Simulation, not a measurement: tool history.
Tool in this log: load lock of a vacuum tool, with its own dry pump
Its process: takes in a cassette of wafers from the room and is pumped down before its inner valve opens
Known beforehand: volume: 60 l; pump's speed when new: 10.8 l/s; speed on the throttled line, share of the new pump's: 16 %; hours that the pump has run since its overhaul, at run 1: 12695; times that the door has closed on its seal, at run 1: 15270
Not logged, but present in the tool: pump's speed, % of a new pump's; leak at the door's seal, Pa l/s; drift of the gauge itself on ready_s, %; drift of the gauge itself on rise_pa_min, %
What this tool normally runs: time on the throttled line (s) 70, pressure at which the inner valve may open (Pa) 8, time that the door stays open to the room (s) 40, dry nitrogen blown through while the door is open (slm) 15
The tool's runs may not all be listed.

run	hour	time on the throttled line (s)	pressure at which the inner valve may open (Pa)	time that the door stays open to the room (s)	dry nitrogen blown through while the door is open (slm)	hours that the pump has run since its overhaul	times that the door has closed on its seal	incoming humidity of the room's air, %	time from the closed door until the inner valve may open (s)	rise of the pressure with all valves shut (Pa/min)
1	0.0	70	8	40	15	12695	15270	48.3	110.5	0.019
2	195.0	70	15	40	15	12890	16092	46.8	107.2	0.017
3	416.0	70	8	40	15	13111	17024	43.8	111.6	0.022
4	615.6	70	8	40	15	13311	17866	43.3	112.3	0.018
5	883.1	70	8	40	15	13578	18993	43.2	112.7	0.023
6	1110.6	70	8	40	15	13806	19953	42.5	111.6	0.018
7	1322.9	70	8	40	15	14018	20848	45.8	112.8	0.014
8	1570.0	88	14	40	15	14265	21890	46.5	122.4	0.020
9	1865.7	70	8	168	8	14561	23136	45.0	111.9	0.037

What will run 10 give?
10	2080.4	45	7	40	43	14775	24042	49.5	?	?

{"run 10": {"time from the closed door until the inner valve may open (s)": 90.6, "rise of the pressure with all valves shut (Pa/min)": 0.012}}
With the hidden condition absent and the run-to-run variation left alone, this run would have shown time from the closed door until the inner valve may open (s) 90.6, rise of the pressure with all valves shut (Pa/min) 0.012.

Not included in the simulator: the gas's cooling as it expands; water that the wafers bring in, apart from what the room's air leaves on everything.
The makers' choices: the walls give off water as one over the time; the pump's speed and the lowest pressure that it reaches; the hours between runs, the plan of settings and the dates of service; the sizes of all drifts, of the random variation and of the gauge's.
